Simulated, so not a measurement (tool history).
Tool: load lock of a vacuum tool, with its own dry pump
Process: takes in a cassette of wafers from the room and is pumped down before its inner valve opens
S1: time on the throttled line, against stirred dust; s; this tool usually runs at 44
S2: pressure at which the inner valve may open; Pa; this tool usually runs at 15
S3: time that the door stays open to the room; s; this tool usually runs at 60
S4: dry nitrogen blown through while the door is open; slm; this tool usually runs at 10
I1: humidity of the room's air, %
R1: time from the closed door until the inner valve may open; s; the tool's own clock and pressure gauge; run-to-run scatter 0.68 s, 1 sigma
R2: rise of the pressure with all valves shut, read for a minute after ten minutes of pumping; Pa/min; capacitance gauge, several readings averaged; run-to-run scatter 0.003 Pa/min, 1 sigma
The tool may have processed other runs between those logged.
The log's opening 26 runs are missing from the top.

| run | hour | S1 | S2 | S3 | S4 | I1 | R1 | R2 |
|---|---|---|---|---|---|---|---|---|
| 27 | 4336.2 | 33 | 19 | 60 | 10 | 44.0 | 108.2 | 0.032 |
| 28 | 4560.7 | 40 | 15 | 60 | 10 | 44.4 | 118.1 | 0.032 |
| 29 | 4678.9 | 40 | 15 | 60 | 10 | 42.0 | 115.8 | 0.039 |
| 30 | 4909.6 | 40 | 15 | 60 | 10 | 40.7 | 117.7 | 0.042 |
| 31 | 5063.0 | 40 | 11 | 82 | 10 | 44.0 | 121.9 | 0.049 |
| 32 | 5214.6 | 40 | 11 | 82 | 10 | 43.4 | 121.3 | 0.051 |
| 33 | 5405.9 | 27 | 15 | 110 | 10 | 43.3 | 110.0 | 0.062 |
| 34 | 5513.5 | 53 | 12 | 134 | 9 | 46.6 | 128.7 | 0.078 |
|  | 5637.2 | dry pump taken out, an overhauled one fitted |
| 35 | 5737.0 | 44 | 22 | 60 | 10 | 47.5 | 98.2 | 0.048 |
| 36 | 5957.0 | 44 | 22 | 60 | 10 | 44.0 | 99.2 | 0.054 |
| 37 | 6079.8 | 44 | 22 | 60 | 10 | 41.4 | 99.5 | 0.053 |

What if the next run were any one of these 4? Each begins from the tool's condition after run 37:
| A | 6256.9 | 41 | 22 | 60 | 10 | 45.9 | ? | ? |
| B | 6256.9 | 44 | 15 | 32 | 41 | 44.8 | ? | ? |
| C | 6256.9 | 44 | 15 | 60 | 23 | 48.8 | ? | ? |
| D | 6256.9 | 44 | 15 | 60 | 26 | 46.5 | ? | ? |

| run | R1 | R2 |
|---|---|---|
| A | 97.3 | 0.056 |
| B | 100.9 | 0.038 |
| C | 101.1 | 0.050 |
| D | 101.5 | 0.052 |
With no hidden state in the tool, these same runs would have given:
| run | R1 | R2 |
|---|---|---|
| A | 95.8 | 0.027 |
| B | 99.3 | 0.009 |
| C | 99.5 | 0.020 |
| D | 99.9 | 0.023 |
